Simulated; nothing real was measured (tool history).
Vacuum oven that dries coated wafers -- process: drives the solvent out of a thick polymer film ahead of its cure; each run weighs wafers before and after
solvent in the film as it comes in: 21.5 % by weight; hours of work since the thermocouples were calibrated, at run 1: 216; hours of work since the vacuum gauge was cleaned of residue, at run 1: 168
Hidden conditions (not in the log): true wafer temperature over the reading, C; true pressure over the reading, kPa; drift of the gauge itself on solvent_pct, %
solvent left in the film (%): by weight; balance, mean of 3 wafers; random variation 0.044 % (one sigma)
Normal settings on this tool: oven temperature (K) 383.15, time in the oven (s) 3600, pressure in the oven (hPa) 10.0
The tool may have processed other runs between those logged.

run	hour	oven temperature (K)	time in the oven (s)	pressure in the oven (hPa)	hours of work since the thermocouples were calibrated	hours of work since the vacuum gauge was cleaned of residue	solvent left in the film (%)
1	0.0	383.15	3600	10.0	216	168	1.55
2	13.1	383.15	4260	10.0	225	178	1.12
3	31.4	383.15	4260	10.0	239	191	1.13
4	43.7	383.15	3600	10.0	248	201	1.59
5	69.7	383.15	3600	6.7	268	220	1.43
6	90.7	383.15	3600	10.0	284	236	1.60
7	106.8	383.15	3600	10.0	296	248	1.61
8	123.9	383.15	3600	10.0	309	261	1.58
9	150.6	383.15	3600	10.0	329	281	1.65
10	161.7	383.15	3600	10.0	337	290	1.63
11	187.9	383.15	3600	5.7	357	309	1.45
12	209.9	383.15	3600	7.5	373	326	1.55
13	233.2	383.15	3600	23.6	391	343	2.05
14	247.6	383.15	3600	23.6	402	354	2.22
15	264.2	383.15	3600	23.6	414	367	2.13
16	290.5	383.15	3600	23.6	434	386	2.16
# hour 294.5: vacuum gauge cleaned of residue and calibrated
17	319.3	380.15	2460	10.0	455	19	4.07
18	330.5	387.15	5940	10.0	463	27	0.54
19	351.5	387.15	5940	10.0	479	43	0.58
20	378.2	370.15	3600	10.0	499	63	4.89
21	398.0	383.15	1980	19.8	514	78	4.87
# hour 415.3: vacuum gauge cleaned of residue and calibrated, once more
22	423.7	383.15	3600	29.2	532	6	2.41
23	435.9	388.15	3060	17.9	541	15	1.60
24	456.0	379.15	6060	33.6	556	31	2.02
25	478.2	392.15	2640	8.0	573	47	1.10
26	501.2	392.15	2640	8.0	590	65	1.09
27	515.3	372.15	3240	6.8	601	75	4.75
28	527.6	372.15	3240	6.8	610	85	4.84
29	543.4	385.15	3120	10.0	622	96	1.78

Predict each of these 3 candidate next runs independently; none follows another, all start after run 29:
A	567.5	375.15	5400	30.6	640	114	?
B	567.5	397.15	3600	10.0	640	114	?
C	567.5	383.15	3600	6.0	640	114	?

run	solvent left in the film (%)
A	2.88
B	0.36
C	1.48
With the hidden condition removed and each run's random variation left untouched, the same runs would have given:
run	solvent left in the film (%)
A	2.64
B	0.32
C	1.29
